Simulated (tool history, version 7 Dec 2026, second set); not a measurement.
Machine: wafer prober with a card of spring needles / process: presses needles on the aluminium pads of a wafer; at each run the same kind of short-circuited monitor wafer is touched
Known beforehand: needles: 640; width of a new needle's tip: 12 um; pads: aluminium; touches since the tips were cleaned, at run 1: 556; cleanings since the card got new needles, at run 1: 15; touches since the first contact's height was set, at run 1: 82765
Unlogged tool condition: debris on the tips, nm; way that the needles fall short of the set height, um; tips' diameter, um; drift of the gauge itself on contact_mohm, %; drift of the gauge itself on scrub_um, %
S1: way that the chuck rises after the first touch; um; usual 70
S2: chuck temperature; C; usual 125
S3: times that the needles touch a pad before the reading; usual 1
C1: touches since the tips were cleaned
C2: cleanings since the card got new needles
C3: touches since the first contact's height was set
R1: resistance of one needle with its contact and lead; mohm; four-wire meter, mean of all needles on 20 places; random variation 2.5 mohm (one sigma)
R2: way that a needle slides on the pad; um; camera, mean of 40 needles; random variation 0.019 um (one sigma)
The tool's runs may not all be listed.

run   hour  S1   S2  S3    C1  C2     C3   R1     R2
  1      0  70  125   1   556  15  82765  291  13.34
  2    5.8  70  125   1  2297  15  84506  308  13.29
  3   14.1  70  125   1  4811  15  87020  313  13.29
        15  -- tips cleaned on abrasive film
  4   22.2  70  125   1  2160  16  89437  306  13.31
      23.1  -- height of the first contact set anew
      31.8  -- tips cleaned on abrasive film
  5   31.8  70  125   1     0  17   2592  284  13.25
  6   41.9  70  125   1  3036  17   5628  312  13.27
        46  -- height of the first contact set anew, once more
      49.2  -- tips cleaned on abrasive film
  7   51.9  70  125   1   820  18   1737  293  13.49
  8   58.6  79  125   1  2869  18   3786  306  15.23
  9   64.7  79  125   1  4690  18   5607  317  15.23
      66.2  -- tips cleaned on abrasive film
 10     74  64  125   3  2345  19   8403  293  12.36
 11   79.9  58   39   2  4129  19  10187  287  11.19
        83  -- tips cleaned on abrasive film
 12   87.2  53  109   2  1287  20  12374  295  10.19
 13   92.5  53  109   2  2893  20  13980  305  10.19
      99.5  -- tips cleaned on abrasive film
 14  101.6  80   53   2   608  21  16675  269   15.4

Table of differences, measured result less the result of that run with no hidden state. Run-to-run variation is the same in both. Gauge scatter possibly is not:
run   R1     R2
  1  +12  -0.18
  2  +25  -0.18
  3  +35  -0.18
  4  +25  -0.19
  5   +3  -0.24
  6  +29  -0.24
  7  +13  -0.01
  8  +27  -0.01
  9  +35  -0.01
 10  +10  -0.02
 11  +28  -0.02
 12  +15  -0.03
 13  +24  -0.04
 14   +6  -0.04
